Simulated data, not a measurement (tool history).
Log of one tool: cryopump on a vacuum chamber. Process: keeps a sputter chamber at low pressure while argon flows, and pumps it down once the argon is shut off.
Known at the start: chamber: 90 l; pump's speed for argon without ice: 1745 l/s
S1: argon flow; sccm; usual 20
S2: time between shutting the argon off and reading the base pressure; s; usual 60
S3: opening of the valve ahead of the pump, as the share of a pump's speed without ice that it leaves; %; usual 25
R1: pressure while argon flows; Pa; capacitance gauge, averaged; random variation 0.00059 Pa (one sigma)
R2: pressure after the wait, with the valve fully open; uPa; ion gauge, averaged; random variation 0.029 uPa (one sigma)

run	hour	S1	S2	S3	R1	R2
1	0	20	60	25	0.0804	1.78
2	29.3	20	60	25	0.0798	1.74
3	57.8	20	60	25	0.0804	1.77
4	117.3	20	60	25	0.0803	1.81
5	173.1	20	60	25	0.0816	1.78
6	234.8	20	60	25	0.0809	1.84
7	280.9	20	60	25	0.0808	1.85
8	340.9	16	60	25	0.0654	1.9
9	382.2	20	60	34	0.0616	1.89
10	418.5	20	60	34	0.0615	1.95
11	448	20	60	34	0.0626	1.9
12	506	20	60	34	0.0635	1.93
13	541.8	20	60	34	0.0625	1.91
14	576.8	20	60	25	0.0843	2.01
15	623.1	20	60	25	0.0844	2
# hour 666.7: leaking fittings of the chamber tightened, without venting
16	677.7	21	60	25	0.088	1.47
17	704.8	21	60	25	0.089	1.42
18	739	13	60	24	0.0562	1.48
19	771.8	13	60	30	0.0462	1.42
# hour 802.5: pump warmed up, emptied and cooled again
20	831.5	13	60	30	0.0424	1.43
21	874.2	9	137	27	0.0322	0.79
22	924	9	137	27	0.0325	0.75
23	977.6	9	208	41	0.0213	0.59
24	1030.6	9	208	41	0.0219	0.61
25	1083.9	9	208	30	0.03	0.65
26	1115.7	11	241	41	0.0274	0.58
27	1157.8	11	241	41	0.026	0.61
28	1192.4	11	241	41	0.0267	0.62
29	1223.4	20	120	25	0.0791	0.93
30	1277.5	20	120	25	0.0804	0.96
31	1331.2	32	159	47	0.0698	0.82
32	1366.6	32	159	47	0.0707	0.85
33	1428.4	32	71	35	0.0935	1.4
34	1468	11	240	31	0.037	0.69

Some steps in R1 between neighbouring runs. How much of each would the tool show without its hidden state too (settings, what came in, random variation), and how much is left for the hidden state, with any gauge scatter that isn't in both results?
The hidden state here: pump's speed, % of a pump's without ice; cold plate's temperature, K; leak into the chamber, uPa l/s; drift of the gauge itself on working_pa, %; drift of the gauge itself on base_upa, %.
Run 17 -> 18: S1 21 -> 13, S3 25 -> 24. R1 -0.0328 Pa: hidden state -0.0024, all else -0.0304.
Run 19 -> 20: pump warmed up, emptied and cooled again. R1 -0.0038 Pa: hidden state -0.0039, all else +0.0001.
Run 28 -> 29: S1 11 -> 20, S2 241 -> 120, S3 41 -> 25. R1 +0.0524 Pa: hidden state +0.0011, all else +0.0513.
Run 33 -> 34: S1 32 -> 11, S2 71 -> 240, S3 35 -> 31. R1 -0.0565 Pa: hidden state -0.0035, all else -0.053.

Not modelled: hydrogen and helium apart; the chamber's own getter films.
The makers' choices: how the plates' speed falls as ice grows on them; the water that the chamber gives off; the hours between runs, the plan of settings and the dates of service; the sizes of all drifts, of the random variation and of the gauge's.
